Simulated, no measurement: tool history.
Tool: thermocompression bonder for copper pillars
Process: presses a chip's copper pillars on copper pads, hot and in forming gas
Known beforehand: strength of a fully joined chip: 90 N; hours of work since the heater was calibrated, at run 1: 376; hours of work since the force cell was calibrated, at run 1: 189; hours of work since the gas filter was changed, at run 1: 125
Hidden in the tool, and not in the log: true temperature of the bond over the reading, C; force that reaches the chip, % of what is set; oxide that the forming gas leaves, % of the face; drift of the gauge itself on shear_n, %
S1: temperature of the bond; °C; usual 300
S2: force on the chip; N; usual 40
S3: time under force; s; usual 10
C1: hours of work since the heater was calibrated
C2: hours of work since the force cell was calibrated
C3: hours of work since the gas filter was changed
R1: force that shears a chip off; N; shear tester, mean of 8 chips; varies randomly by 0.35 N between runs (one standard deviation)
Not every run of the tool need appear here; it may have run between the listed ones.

run    hour   S1  S2  S3   C1   C2   C3    R1
  1     0.0  300  40  10  376  189  125  49.1
  2    47.1  280  40  10  404  216  153  38.4
  3    84.3  280  40  10  426  238  175  38.3
  4   115.3  280  40  10  444  257  193  37.5
  5   160.6  280  40  10  471  284  220  37.6
  6   214.8  300  40  10  503  316  252  46.9
  7   241.0  300  40  10  519  331  267  47.5
  8   271.7  300  40  10  537  349  286  47.2
  9   312.8  306  40  10  561  374  310  50.1
 10   358.2  306  40  10  588  400  337  49.7
 11   394.5  300  40   9  610  422  358  44.6
 12   448.5  322  40  10  642  454  390  57.2
 13   506.7  322  40  10  676  488  425  56.4
      528.7  -- forming gas filter changed
 14   534.5  300  55  10  692  504    3  57.4
 15   592.0  300  55  10  726  538   37  56.8
 16   623.9  300  55  10  745  557   56  56.6
 17   680.1  300  40  10  778  591   90  48.5
      695.3  -- heater calibrated with a thermocouple chip
 18   717.3  300  57  10   13  611  110  61.0
 19   760.7  300  57  10   39  637  136  60.2
 20   794.0  315  33  18   58  657  156  65.1
 21   835.0  300  56  10   83  681  180  59.9
 22   876.1  300  56  10  107  705  204  59.9
 23   923.1  280  56  10  135  733  232  48.7
 24   955.1  321  55  29  154  752  251  80.3
 25   980.5  296  49  14  169  767  266  58.5
 26  1006.8  271  32  10  184  783  282  31.2
 27  1056.1  271  47  26  213  812  311  52.6
 28  1114.3  286  50  29  248  846  345  62.6
 29  1157.7  286  50  13  274  872  371  51.0
 30  1189.6  277  38  28  292  891  390  51.6
     1208.3  -- force cell calibrated
 31  1235.6  277  38  28  319   16  416  48.7
     1270.8  -- forming gas filter changed
 32  1272.1  277  42  20  340   37    1  49.6
 33  1313.5  277  42  20  365   62   25  48.8
 34  1352.2  277  40  20  388   85   48  47.5
 35  1391.2  284  31  29  411  108   71  51.7

Each row is a separate what-if for the run after 35, all from the same tool condition, not one after another. Results?
  A  1422.5  300  37  17  429  126  90   ?
  B  1422.5  319  31  29  429  126  90   ?
  C  1422.5  300  27  10  429  126  90   ?

run    R1
  A  55.9
  B  69.6
  C  40.2
Take away the tool's hidden state, keep each run's random variation, and the runs would have read:
run    R1
  A  59.0
  B  72.5
  C  42.8
